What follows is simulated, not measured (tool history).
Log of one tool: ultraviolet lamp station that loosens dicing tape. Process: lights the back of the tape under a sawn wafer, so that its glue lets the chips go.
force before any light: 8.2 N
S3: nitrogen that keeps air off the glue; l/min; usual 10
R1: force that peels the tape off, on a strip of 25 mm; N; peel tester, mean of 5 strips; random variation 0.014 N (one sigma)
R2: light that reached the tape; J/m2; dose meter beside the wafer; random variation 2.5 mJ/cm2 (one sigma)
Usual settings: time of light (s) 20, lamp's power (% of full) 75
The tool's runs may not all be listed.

run 1 day=0.000 | time_of_light_(s)=20 lamp's_power_(%_of_full)=75 S3=10 | R1=0.646 R2=2920
run 2 day=1.012 | time_of_light_(s)=20 lamp's_power_(%_of_full)=75 S3=10 | R1=0.666 R2=2890
run 3 day=2.079 | time_of_light_(s)=20 lamp's_power_(%_of_full)=75 S3=10 | R1=0.657 R2=2900
run 4 day=3.067 | time_of_light_(s)=20 lamp's_power_(%_of_full)=75 S3=10 | R1=0.675 R2=2940
run 5 day=3.792 | time_of_light_(s)=20 lamp's_power_(%_of_full)=75 S3=10 | R1=0.641 R2=2890
run 6 day=4.396 | time_of_light_(s)=20 lamp's_power_(%_of_full)=75 S3=10 | R1=0.673 R2=2920
run 7 day=5.454 | time_of_light_(s)=20 lamp's_power_(%_of_full)=75 S3=10 | R1=0.657 R2=2920
run 8 day=6.404 | time_of_light_(s)=20 lamp's_power_(%_of_full)=75 S3=10 | R1=0.626 R2=2940
run 9 day=6.950 | time_of_light_(s)=20 lamp's_power_(%_of_full)=75 S3=10 | R1=0.649 R2=2960
run 10 day=7.542 | time_of_light_(s)=20 lamp's_power_(%_of_full)=75 S3=10 | R1=0.669 R2=2930
-- day=8.288 window cleaned of glue's vapour
run 11 day=8.438 | time_of_light_(s)=20 lamp's_power_(%_of_full)=75 S3=10 | R1=0.653 R2=2930
run 12 day=9.567 | time_of_light_(s)=20 lamp's_power_(%_of_full)=75 S3=10 | R1=0.673 R2=2930
run 13 day=10.725 | time_of_light_(s)=25 lamp's_power_(%_of_full)=75 S3=10 | R1=0.369 R2=3670
run 14 day=11.571 | time_of_light_(s)=20 lamp's_power_(%_of_full)=75 S3=12 | R1=0.544 R2=2930
run 15 day=12.650 | time_of_light_(s)=20 lamp's_power_(%_of_full)=75 S3=3 | R1=1.790 R2=2930
run 16 day=13.700 | time_of_light_(s)=20 lamp's_power_(%_of_full)=71 S3=19 | R1=0.416 R2=2760
run 17 day=14.375 | time_of_light_(s)=31 lamp's_power_(%_of_full)=90 S3=7 | R1=0.188 R2=5490
run 18 day=15.317 | time_of_light_(s)=27 lamp's_power_(%_of_full)=93 S3=15 | R1=0.097 R2=4880
run 19 day=16.429 | time_of_light_(s)=14 lamp's_power_(%_of_full)=93 S3=9 | R1=1.015 R2=2540
run 20 day=17.417 | time_of_light_(s)=26 lamp's_power_(%_of_full)=79 S3=3 | R1=1.018 R2=3970
run 21 day=18.025 | time_of_light_(s)=26 lamp's_power_(%_of_full)=79 S3=3 | R1=1.002 R2=3970
run 22 day=18.971 | time_of_light_(s)=18 lamp's_power_(%_of_full)=84 S3=13 | R1=0.502 R2=2940
run 23 day=20.150 | time_of_light_(s)=18 lamp's_power_(%_of_full)=84 S3=13 | R1=0.500 R2=2950
run 24 day=20.879 | time_of_light_(s)=18 lamp's_power_(%_of_full)=100 S3=13 | R1=0.328 R2=3490
run 25 day=22.100 | time_of_light_(s)=17 lamp's_power_(%_of_full)=100 S3=13 | R1=0.367 R2=3350
run 26 day=23.125 | time_of_light_(s)=26 lamp's_power_(%_of_full)=100 S3=10 | R1=0.151 R2=5090
run 27 day=24.358 | time_of_light_(s)=16 lamp's_power_(%_of_full)=69 S3=10 | R1=1.274 R2=2160
run 28 day=25.275 | time_of_light_(s)=16 lamp's_power_(%_of_full)=61 S3=6 | R1=2.095 R2=1890
run 29 day=26.508 | time_of_light_(s)=23 lamp's_power_(%_of_full)=65 S3=5 | R1=1.215 R2=2900

3 ways to go on from here, each from the tool as it stands after run 29. What would each give?
run A day=27.208 | time_of_light_(s)=24 lamp's_power_(%_of_full)=93 S3=5 | R1=? R2=?
run B day=27.208 | time_of_light_(s)=23 lamp's_power_(%_of_full)=68 S3=5 | R1=? R2=?
run C day=27.208 | time_of_light_(s)=17 lamp's_power_(%_of_full)=65 S3=5 | R1=? R2=?

run=A R1=0.518 R2=4330
run=B R1=1.145 R2=3030
run=C R1=2.050 R2=2150
Without the tool's hidden state the same runs would have given:
run=A R1=0.515 R2=4340
run=B R1=1.140 R2=3030
run=C R1=2.043 R2=2160
